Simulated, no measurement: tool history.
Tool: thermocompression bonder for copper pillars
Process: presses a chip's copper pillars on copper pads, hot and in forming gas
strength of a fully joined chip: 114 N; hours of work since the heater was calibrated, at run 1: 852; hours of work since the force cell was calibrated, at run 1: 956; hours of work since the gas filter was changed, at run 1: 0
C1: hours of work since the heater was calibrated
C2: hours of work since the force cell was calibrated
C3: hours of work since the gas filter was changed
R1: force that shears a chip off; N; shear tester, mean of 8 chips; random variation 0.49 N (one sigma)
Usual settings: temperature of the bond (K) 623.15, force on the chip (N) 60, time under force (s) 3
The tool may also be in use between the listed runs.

{"run": 1, "hour": 0.0, "temperature of the bond (K)": 623.15, "force on the chip (N)": 60, "time under force (s)": 3, "C1": 852, "C2": 956, "C3": 0, "R1": 65.6}
{"run": 2, "hour": 47.2, "temperature of the bond (K)": 623.15, "force on the chip (N)": 60, "time under force (s)": 3, "C1": 874, "C2": 978, "C3": 22, "R1": 64.6}
{"run": 3, "hour": 80.4, "temperature of the bond (K)": 623.15, "force on the chip (N)": 60, "time under force (s)": 3, "C1": 890, "C2": 994, "C3": 37, "R1": 64.5}
{"run": 4, "hour": 133.5, "temperature of the bond (K)": 623.15, "force on the chip (N)": 38, "time under force (s)": 3, "C1": 914, "C2": 1018, "C3": 62, "R1": 39.1}
{"run": 5, "hour": 182.6, "temperature of the bond (K)": 623.15, "force on the chip (N)": 38, "time under force (s)": 3, "C1": 937, "C2": 1041, "C3": 85, "R1": 38.2}
{"run": 6, "hour": 228.2, "temperature of the bond (K)": 623.15, "force on the chip (N)": 56, "time under force (s)": 3, "C1": 958, "C2": 1062, "C3": 106, "R1": 57.7}
{"run": 7, "hour": 259.7, "temperature of the bond (K)": 623.15, "force on the chip (N)": 60, "time under force (s)": 3, "C1": 973, "C2": 1077, "C3": 120, "R1": 61.2}
{"run": 8, "hour": 300.4, "temperature of the bond (K)": 623.15, "force on the chip (N)": 60, "time under force (s)": 3, "C1": 992, "C2": 1096, "C3": 139, "R1": 59.6}
{"run": 9, "hour": 340.7, "temperature of the bond (K)": 623.15, "force on the chip (N)": 60, "time under force (s)": 3, "C1": 1010, "C2": 1114, "C3": 158, "R1": 58.4}
{"hour": 367.1, "done": "forming gas filter changed"}
{"run": 10, "hour": 406.9, "temperature of the bond (K)": 623.15, "force on the chip (N)": 60, "time under force (s)": 3, "C1": 1041, "C2": 1145, "C3": 18, "R1": 65.6}
{"run": 11, "hour": 482.3, "temperature of the bond (K)": 627.15, "force on the chip (N)": 60, "time under force (s)": 3, "C1": 1076, "C2": 1180, "C3": 53, "R1": 65.9}
{"hour": 488.9, "done": "heater calibrated with a thermocouple chip"}
{"run": 12, "hour": 540.0, "temperature of the bond (K)": 627.15, "force on the chip (N)": 60, "time under force (s)": 3, "C1": 24, "C2": 1206, "C3": 79, "R1": 64.7}
{"run": 13, "hour": 613.0, "temperature of the bond (K)": 622.15, "force on the chip (N)": 60, "time under force (s)": 3, "C1": 58, "C2": 1239, "C3": 113, "R1": 60.7}
{"hour": 644.7, "done": "heater calibrated with a thermocouple chip, once more"}
{"run": 14, "hour": 678.5, "temperature of the bond (K)": 623.15, "force on the chip (N)": 60, "time under force (s)": 2, "C1": 16, "C2": 1269, "C3": 142, "R1": 50.1}
{"hour": 735.8, "done": "forming gas filter changed"}
{"run": 15, "hour": 742.1, "temperature of the bond (K)": 623.15, "force on the chip (N)": 60, "time under force (s)": 3, "C1": 45, "C2": 1298, "C3": 3, "R1": 63.2}
{"run": 16, "hour": 798.6, "temperature of the bond (K)": 623.15, "force on the chip (N)": 60, "time under force (s)": 3, "C1": 71, "C2": 1324, "C3": 29, "R1": 61.3}
{"run": 17, "hour": 832.8, "temperature of the bond (K)": 623.15, "force on the chip (N)": 60, "time under force (s)": 5, "C1": 87, "C2": 1340, "C3": 45, "R1": 71.6}
{"run": 18, "hour": 895.9, "temperature of the bond (K)": 623.15, "force on the chip (N)": 60, "time under force (s)": 5, "C1": 116, "C2": 1369, "C3": 74, "R1": 69.5}
{"hour": 944.4, "done": "force cell calibrated"}
{"run": 19, "hour": 950.5, "temperature of the bond (K)": 623.15, "force on the chip (N)": 60, "time under force (s)": 6, "C1": 141, "C2": 3, "C3": 99, "R1": 74.3}
{"run": 20, "hour": 1016.8, "temperature of the bond (K)": 613.15, "force on the chip (N)": 60, "time under force (s)": 4, "C1": 172, "C2": 34, "C3": 130, "R1": 60.1}
{"run": 21, "hour": 1056.1, "temperature of the bond (K)": 613.15, "force on the chip (N)": 69, "time under force (s)": 4, "C1": 190, "C2": 52, "C3": 148, "R1": 66.9}
{"run": 22, "hour": 1091.2, "temperature of the bond (K)": 613.15, "force on the chip (N)": 49, "time under force (s)": 9, "C1": 206, "C2": 68, "C3": 164, "R1": 61.7}
{"hour": 1105.2, "done": "forming gas filter changed"}
{"run": 23, "hour": 1129.3, "temperature of the bond (K)": 613.15, "force on the chip (N)": 49, "time under force (s)": 9, "C1": 223, "C2": 85, "C3": 11, "R1": 69.3}
{"run": 24, "hour": 1204.6, "temperature of the bond (K)": 613.15, "force on the chip (N)": 49, "time under force (s)": 9, "C1": 258, "C2": 120, "C3": 46, "R1": 67.9}
{"run": 25, "hour": 1262.5, "temperature of the bond (K)": 623.15, "force on the chip (N)": 59, "time under force (s)": 6, "C1": 285, "C2": 147, "C3": 73, "R1": 75.5}
{"run": 26, "hour": 1299.8, "temperature of the bond (K)": 622.15, "force on the chip (N)": 37, "time under force (s)": 3, "C1": 302, "C2": 164, "C3": 90, "R1": 35.7}
{"run": 27, "hour": 1341.7, "temperature of the bond (K)": 622.15, "force on the chip (N)": 37, "time under force (s)": 3, "C1": 322, "C2": 184, "C3": 110, "R1": 35.6}
{"run": 28, "hour": 1391.4, "temperature of the bond (K)": 614.15, "force on the chip (N)": 39, "time under force (s)": 2, "C1": 345, "C2": 207, "C3": 133, "R1": 29.3}
{"run": 29, "hour": 1453.6, "temperature of the bond (K)": 614.15, "force on the chip (N)": 45, "time under force (s)": 2, "C1": 374, "C2": 236, "C3": 161, "R1": 33.8}
{"hour": 1468.7, "done": "forming gas filter changed"}
{"run": 30, "hour": 1512.9, "temperature of the bond (K)": 640.15, "force on the chip (N)": 55, "time under force (s)": 6, "C1": 401, "C2": 263, "C3": 20, "R1": 85.0}
{"run": 31, "hour": 1547.2, "temperature of the bond (K)": 640.15, "force on the chip (N)": 67, "time under force (s)": 2, "C1": 417, "C2": 279, "C3": 36, "R1": 72.4}
{"run": 32, "hour": 1617.6, "temperature of the bond (K)": 642.15, "force on the chip (N)": 60, "time under force (s)": 7, "C1": 450, "C2": 312, "C3": 69, "R1": 89.3}
{"run": 33, "hour": 1653.6, "temperature of the bond (K)": 642.15, "force on the chip (N)": 60, "time under force (s)": 7, "C1": 466, "C2": 328, "C3": 86, "R1": 87.5}
{"run": 34, "hour": 1716.8, "temperature of the bond (K)": 642.15, "force on the chip (N)": 60, "time under force (s)": 7, "C1": 496, "C2": 358, "C3": 115, "R1": 86.4}
{"run": 35, "hour": 1780.5, "temperature of the bond (K)": 652.15, "force on the chip (N)": 37, "time under force (s)": 3, "C1": 525, "C2": 387, "C3": 145, "R1": 49.2}
{"hour": 1834.0, "done": "forming gas filter changed"}
{"run": 36, "hour": 1853.0, "temperature of the bond (K)": 601.15, "force on the chip (N)": 88, "time under force (s)": 2, "C1": 558, "C2": 420, "C3": 9, "R1": 66.9}
{"run": 37, "hour": 1899.4, "temperature of the bond (K)": 634.15, "force on the chip (N)": 46, "time under force (s)": 8, "C1": 580, "C2": 442, "C3": 30, "R1": 75.6}
{"run": 38, "hour": 1951.1, "temperature of the bond (K)": 623.15, "force on the chip (N)": 60, "time under force (s)": 4, "C1": 604, "C2": 466, "C3": 54, "R1": 70.0}

4 ways to go on from here, each from the tool as it stands after run 38. What would each give?
{"run": "A", "hour": 2011.6, "temperature of the bond (K)": 638.15, "force on the chip (N)": 60, "time under force (s)": 4, "C1": 632, "C2": 494, "C3": 82, "R1": "?"}
{"run": "B", "hour": 2011.6, "temperature of the bond (K)": 615.15, "force on the chip (N)": 52, "time under force (s)": 4, "C1": 632, "C2": 494, "C3": 82, "R1": "?"}
{"run": "C", "hour": 2011.6, "temperature of the bond (K)": 641.15, "force on the chip (N)": 48, "time under force (s)": 3, "C1": 632, "C2": 494, "C3": 82, "R1": "?"}
{"run": "D", "hour": 2011.6, "temperature of the bond (K)": 613.15, "force on the chip (N)": 60, "time under force (s)": 2, "C1": 632, "C2": 494, "C3": 82, "R1": "?"}

run=A R1=76.8
run=B R1=55.2
run=C R1=60.5
run=D R1=49.6
Without the tool's hidden state the same runs would have given:
run=A R1=80.5
run=B R1=57.5
run=C R1=63.3
run=D R1=51.5
